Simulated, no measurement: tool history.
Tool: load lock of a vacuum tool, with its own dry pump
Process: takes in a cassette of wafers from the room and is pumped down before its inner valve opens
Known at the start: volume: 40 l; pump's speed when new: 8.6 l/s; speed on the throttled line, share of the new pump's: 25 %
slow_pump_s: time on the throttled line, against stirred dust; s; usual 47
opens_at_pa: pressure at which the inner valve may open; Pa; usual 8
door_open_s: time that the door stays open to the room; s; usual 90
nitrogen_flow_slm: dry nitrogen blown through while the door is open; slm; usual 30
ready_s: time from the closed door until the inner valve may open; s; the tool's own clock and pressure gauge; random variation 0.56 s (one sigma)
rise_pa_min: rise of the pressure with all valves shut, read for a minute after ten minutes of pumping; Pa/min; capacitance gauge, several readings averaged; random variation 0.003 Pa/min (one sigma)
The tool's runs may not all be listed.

run	hour	slow_pump_s	opens_at_pa	door_open_s	nitrogen_flow_slm	incoming humidity of the room's air, %	ready_s	rise_pa_min
1	0.0	47	8	90	30	45.7	84.2	0.109
2	458.1	47	8	90	30	46.4	84.1	0.121
3	1107.9	47	8	90	30	48.5	84.0	0.128
4	1745.6	47	8	90	30	48.7	84.1	0.139
5	2232.1	47	8	90	30	44.8	83.9	0.136
6	2738.3	47	8	90	30	44.3	84.7	0.139
7	3157.0	34	8	90	30	41.1	74.6	0.147
8	3516.2	47	8	90	30	44.9	84.7	0.152
9	3924.7	65	8	90	30	39.2	98.2	0.160
10	4254.1	25	8	90	30	44.4	68.8	0.157
11	4725.5	25	8	90	30	48.1	70.2	0.173
12	5122.7	25	8	90	30	46.7	69.9	0.167
13	5729.7	25	8	90	30	45.4	69.7	0.171
14	6170.2	25	8	90	30	43.6	70.4	0.193
15	6621.6	25	8	90	30	45.1	71.0	0.199
16	7190.2	27	8	90	30	44.2	73.2	0.202
17	7638.8	27	8	90	30	42.6	72.3	0.208
18	8012.8	27	8	90	30	42.4	72.0	0.209
19	8385.6	27	8	90	30	47.7	72.3	0.221
20	8831.9	27	8	90	30	46.6	72.4	0.234
# hour 9131.0: dry pump taken out, an overhauled one fitted
21	9183.8	25	9	126	6	48.4	62.2	0.296
22	9608.4	79	8	90	16	45.1	103.4	0.261
23	10077.8	47	15	90	30	42.2	77.3	0.247
24	10724.7	47	8	90	11	44.1	80.8	0.284
25	10991.5	36	9	95	30	44.5	71.4	0.265
# hour 11616.4: door's seal changed, seat wiped
26	11640.5	36	9	95	30	45.5	71.1	0.034
27	11925.9	47	9	53	9	40.5	80.9	0.049
28	12335.1	47	13	90	6	44.2	78.0	0.077
29	12840.3	91	13	120	9	44.9	111.3	0.089
30	13328.7	60	7	120	9	44.8	91.9	0.097
31	13622.1	60	8	175	9	47.4	91.3	0.112
32	14232.9	60	9	112	6	47.9	90.8	0.105
33	14691.4	44	8	130	39	41.6	79.5	0.050
34	15031.3	47	9	170	13	45.6	80.6	0.104
35	15608.1	47	9	170	13	42.9	80.9	0.094
36	16197.2	47	9	170	13	44.3	80.6	0.106
37	16476.7	47	7	75	30	48.5	82.9	0.060

Forecast each of these 3 alternatives for the next run:
A	16762.4	91	10	75	5	44.7	?	?
B	16762.4	47	9	75	30	44.6	?	?
C	16762.4	47	8	160	42	42.9	?	?

run	ready_s	rise_pa_min
A	113.1	0.101
B	81.1	0.060
C	82.0	0.064
Without the tool's hidden state the same runs would have given:
run	ready_s	rise_pa_min
A	111.8	0.076
B	79.0	0.034
C	79.7	0.038
